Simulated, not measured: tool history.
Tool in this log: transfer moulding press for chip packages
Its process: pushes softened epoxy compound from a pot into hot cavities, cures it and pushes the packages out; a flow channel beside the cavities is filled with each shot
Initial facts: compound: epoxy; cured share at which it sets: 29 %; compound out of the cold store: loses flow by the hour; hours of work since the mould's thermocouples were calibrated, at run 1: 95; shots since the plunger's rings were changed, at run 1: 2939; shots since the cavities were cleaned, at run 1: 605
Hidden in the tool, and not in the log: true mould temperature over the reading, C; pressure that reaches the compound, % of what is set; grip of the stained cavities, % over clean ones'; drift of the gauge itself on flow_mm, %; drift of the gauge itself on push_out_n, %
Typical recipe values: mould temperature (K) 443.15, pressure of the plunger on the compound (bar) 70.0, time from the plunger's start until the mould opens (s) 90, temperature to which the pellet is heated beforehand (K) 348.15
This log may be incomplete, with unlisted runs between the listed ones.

run   hour  mould temperature (K)  pressure of the plunger on the compound (bar)  time from the plunger's start until the mould opens (s)  temperature to which the pellet is heated beforehand (K)  hours of work since the mould's thermocouples were calibrated  shots since the plunger's rings were changed  shots since the cavities were cleaned  incoming compound's hours out of the cold store  length that the compound runs in the flow channel (mm)  greatest force on the pins that push the packages out (N)
  1    0.0                 443.15                                           70.0                                                       90                                                    348.15                                                             95                                          2939                                    605                                             45.6                                                     765                                                        373
      17.9  -- cavities cleaned with cleaning compound and waxed
  2   48.7                 443.15                                           70.0                                                       90                                                    343.15                                                            119                                          3356                                    272                                             23.0                                                     820                                                        333
  3   96.6                 443.15                                           68.0                                                       90                                                    348.15                                                            142                                          3779                                    695                                             31.1                                                     785                                                        365
     101.8  -- cavities cleaned with cleaning compound and waxed
  4  121.5                 443.15                                           70.0                                                       90                                                    348.15                                                            154                                          3986                                    174                                             32.0                                                     772                                                        298
  5  166.3                 443.15                                           70.0                                                       90                                                    348.15                                                            176                                          4381                                    569                                             42.0                                                     762                                                        371
     184.7  -- cavities cleaned with cleaning compound and waxed
  6  190.4                 443.15                                           70.0                                                       90                                                    348.15                                                            188                                          4581                                     50                                             24.3                                                     799                                                        260
  7  216.3                 443.15                                           70.0                                                       90                                                    348.15                                                            201                                          4810                                    279                                             15.8                                                     824                                                        331
  8  250.5                 446.15                                           70.0                                                       90                                                    348.15                                                            218                                          5112                                    581                                             44.0                                                     719                                                        353
     271.6  -- plunger's sealing rings changed
     273.1  -- cavities cleaned with cleaning compound and waxed
  9  297.0                 446.15                                           70.0                                                       90                                                    348.15                                                            239                                           211                                    211                                             32.5                                                     826                                                        281
 10  334.2                 446.15                                           70.0                                                       90                                                    348.15                                                            257                                           540                                    540                                             24.1                                                     849                                                        352
     358.2  -- cavities cleaned with cleaning compound and waxed
 11  376.7                 446.15                                           70.0                                                       90                                                    348.15                                                            278                                           902                                    163                                             46.0                                                     778                                                        282
 12  411.3                 446.15                                           70.0                                                       90                                                    348.15                                                            295                                          1207                                    468                                             46.1                                                     784                                                        337
     444.1  -- cavities cleaned with cleaning compound and waxed
 13  456.6                 446.15                                           70.0                                                       90                                                    348.15                                                            317                                          1594                                    110                                             26.5                                                     829                                                        266
 14  483.1                 446.15                                           70.0                                                       90                                                    348.15                                                            330                                          1828                                    344                                             34.7                                                     812                                                        318
     529.9  -- cavities cleaned with cleaning compound and waxed
 15  532.3                 446.15                                           70.0                                                       90                                                    348.15                                                            354                                          2250                                     22                                             19.5                                                     842                                                        239
 16  559.2                 439.15                                           56.7                                                       91                                                    351.15                                                            367                                          2487                                    259                                             43.4                                                     718                                                        362
 17  597.2                 443.15                                           70.0                                                       97                                                    345.15                                                            386                                          2822                                    594                                             37.5                                                     800                                                        362
     613.0  -- cavities cleaned with cleaning compound and waxed
 18  633.3                 443.15                                           58.5                                                       90                                                    355.15                                                            404                                          3128                                    179                                             11.6                                                     785                                                        299
 19  672.7                 444.15                                           59.1                                                      111                                                    352.15                                                            423                                          3476                                    527                                             37.6                                                     710                                                        325
     696.9  -- cavities cleaned with cleaning compound and waxed
 20  713.6                 448.15                                           83.2                                                       90                                                    348.15                                                            443                                          3824                                    148                                             22.8                                                     846                                                        274
 21  754.5                 445.15                                           70.0                                                       90                                                    348.15                                                            463                                          4185                                    509                                             25.1                                                     799                                                        344
     782.1  -- cavities cleaned with cleaning compound and waxed
     799.7  -- mould's thermocouples calibrated
 22  805.9                 443.15                                           70.0                                                       96                                                    348.15                                                              3                                          4608                                    192                                             41.2                                                     759                                                        288
 23  850.3                 443.15                                           66.3                                                       90                                                    358.15                                                             25                                          5001                                    585                                              9.4                                                     803                                                        376
     869.0  -- cavities cleaned with cleaning compound and waxed
 24  879.6                 443.15                                           66.3                                                       90                                                    358.15                                                             39                                          5246                                     94                                             19.0                                                     776                                                        284
     885.5  -- plunger's sealing rings changed
 25  926.9                 437.15                                           80.9                                                       82                                                    353.15                                                             61                                           366                                    490                                             13.2                                                     995                                                        612

What will run 26 give?
     956.4  -- cavities cleaned with cleaning compound and waxed
 26  967.8                 436.15                                           64.7                                                       90                                                    338.15                                                             81                                           713                                    100                                             23.5                                                       ?                                                          ?

Run 26 measured length that the compound runs in the flow channel (mm) 867, greatest force on the pins that push the packages out (N) 401.
Were there no unlogged condition in the tool, this run, its random variation unchanged, would have produced length that the compound runs in the flow channel (mm) 881, greatest force on the pins that push the packages out (N) 347.
